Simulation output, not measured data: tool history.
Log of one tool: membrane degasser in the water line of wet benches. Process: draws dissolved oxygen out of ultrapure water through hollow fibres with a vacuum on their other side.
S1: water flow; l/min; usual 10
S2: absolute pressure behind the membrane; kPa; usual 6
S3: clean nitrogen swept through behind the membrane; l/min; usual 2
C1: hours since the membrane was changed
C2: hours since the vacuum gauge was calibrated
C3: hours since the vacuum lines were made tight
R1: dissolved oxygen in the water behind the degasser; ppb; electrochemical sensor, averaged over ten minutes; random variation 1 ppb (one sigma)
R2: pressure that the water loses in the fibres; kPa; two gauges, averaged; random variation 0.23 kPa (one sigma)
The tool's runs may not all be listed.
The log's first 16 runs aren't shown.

Run 17, hour 3905.3: usual settings but S2 6.67 kPa, S3 4.21 l/min; C1 5590; C2 3422; C3 4814. Result: R1 83.3 ppb, R2 57.05 kPa.
Run 18, hour 4194.9: usual settings but S1 7 l/min, S2 9.45 kPa, S3 4.21 l/min; C1 5880; C2 3711; C3 5104. Result: R1 46.8 ppb, R2 39.42 kPa.
Run 19, hour 4510: usual settings but S1 7 l/min, S2 9.45 kPa, S3 4.21 l/min; C1 6195; C2 4026; C3 5419. Result: R1 48.4 ppb, R2 39.56 kPa.
Run 20, hour 4727.5: usual settings but S1 7 l/min, S2 9.45 kPa, S3 4.21 l/min; C1 6412; C2 4244; C3 5637. Result: R1 48.2 ppb, R2 39.75 kPa.
Run 21, hour 4957.4: usual settings but S2 5.42 kPa, S3 1.81 l/min; C1 6642; C2 4474; C3 5866. Result: R1 92.6 ppb, R2 56.51 kPa.
Run 22, hour 5115.1: usual settings but S1 14 l/min, S2 8.83 kPa, S3 3.95 l/min; C1 6800; C2 4631; C3 6024. Result: R1 189.7 ppb, R2 79.62 kPa.
Run 23, hour 5332.3: usual settings but S3 1.2 l/min; C1 7017; C2 4849; C3 6241. Result: R1 116.8 ppb, R2 56.55 kPa.
Run 24, hour 5542.5: usual settings but S2 4.02 kPa; C1 7227; C2 5059; C3 6452. Result: R1 70.8 ppb, R2 56.46 kPa.
At hour 5585.2: vacuum gauge calibrated.
At hour 5853.9: seals of the vacuum lines changed.
Run 25, hour 5875.7: usual settings but S2 4.02 kPa; C1 7558; C2 288; C3 22. Result: R1 72.4 ppb, R2 56.74 kPa.
Run 26, hour 6075.5: usual settings but S2 4.02 kPa; C1 7758; C2 488; C3 222. Result: R1 71.2 ppb, R2 57.35 kPa.
Run 27, hour 6252.8: usual settings but S2 4.02 kPa; C1 7935; C2 666; C3 399. Result: R1 71.5 ppb, R2 56.51 kPa.
Run 28, hour 6566.6: usual settings but S1 6 l/min, S2 3.68 kPa; C1 8249; C2 979; C3 713. Result: R1 17.6 ppb, R2 34.06 kPa.
Run 29, hour 6736.6: usual settings but S1 6 l/min, S2 3.68 kPa; C1 8419; C2 1149; C3 883. Result: R1 17.3 ppb, R2 34.09 kPa.
Run 30, hour 6891.7: usual settings but S1 15 l/min, S2 12.75 kPa; C1 8574; C2 1305; C3 1038. Result: R1 322.7 ppb, R2 84.96 kPa.
Run 31, hour 7171.1: usual settings but S1 8 l/min, S2 12.75 kPa, S3 0.81 l/min; C1 8853; C2 1584; C3 1317. Result: R1 248.7 ppb, R2 45.3 kPa.
Run 32, hour 7487.7: usual settings but S1 8 l/min, S2 12.75 kPa, S3 0.81 l/min; C1 9170; C2 1900; C3 1634. Result: R1 254.5 ppb, R2 45.32 kPa.

Forecast each of these 4 alternatives for the next run:
Run A, hour 7741.5: usual settings but S1 8 l/min, S3 2.95 l/min; C1 9424; C2 2154; C3 1888. Result: R1 ?, R2 ?.
Run B, hour 7741.5: usual settings but S1 15 l/min, S2 11.47 kPa, S3 3.37 l/min; C1 9424; C2 2154; C3 1888. Result: R1 ?, R2 ?.
Run C, hour 7741.5: usual settings but S1 8 l/min, S2 5.27 kPa, S3 0.81 l/min; C1 9424; C2 2154; C3 1888. Result: R1 ?, R2 ?.
Run D, hour 7741.5: usual settings but S3 3.86 l/min; C1 9424; C2 2154; C3 1888. Result: R1 ?, R2 ?.

run     R1     R2
  A   52.4   45.7
  B  246.7  85.26
  C   81.9  45.34
  D   81.8  56.25
Without the tool's hidden state the same runs would have given:
run    R1     R2
  A  52.2  45.64
  B   246  85.15
  C  81.7  45.28
  D  81.4  56.18
